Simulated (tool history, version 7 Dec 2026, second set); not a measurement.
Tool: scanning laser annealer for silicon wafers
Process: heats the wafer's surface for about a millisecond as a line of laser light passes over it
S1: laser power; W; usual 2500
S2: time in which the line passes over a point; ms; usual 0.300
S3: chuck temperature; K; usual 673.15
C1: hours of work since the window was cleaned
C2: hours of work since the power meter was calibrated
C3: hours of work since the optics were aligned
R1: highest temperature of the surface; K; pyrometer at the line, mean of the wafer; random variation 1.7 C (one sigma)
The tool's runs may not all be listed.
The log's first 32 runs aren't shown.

run,hour,S1,S2,S3,C1,C2,C3,R1
33,1383.9,2500,0.300,641.15,45,1173,354,1377.15
34,1424.3,2312,0.322,673.15,64,1192,373,1374.15
35,1472.4,2312,0.237,676.15,87,1215,396,1282.15
36,1499.3,2219,0.354,673.15,99,1228,409,1374.15
37,1531.8,2531,0.250,652.15,115,1243,425,1333.15
38,1589.7,2531,0.250,652.15,143,1271,452,1333.15
39,1619.4,2531,0.250,652.15,157,1285,466,1330.15
40,1661.4,2455,0.286,673.15,177,1305,486,1376.15
41,1694.0,2455,0.286,673.15,192,1321,502,1373.15
42,1723.5,2390,0.276,673.15,206,1335,516,1344.15

3 ways to go on from here, each from the tool as it stands after run 42. What would each give?
A,1770.9,2179,0.362,639.15,229,1357,538,?
B,1770.9,2492,0.264,655.15,229,1357,538,?
C,1770.9,2390,0.357,647.15,229,1357,538,?

run,R1
A,1329.15
B,1335.15
C,1400.15
Without the tool's hidden state the same runs would have given:
run,R1
A,1333.15
B,1339.15
C,1405.15
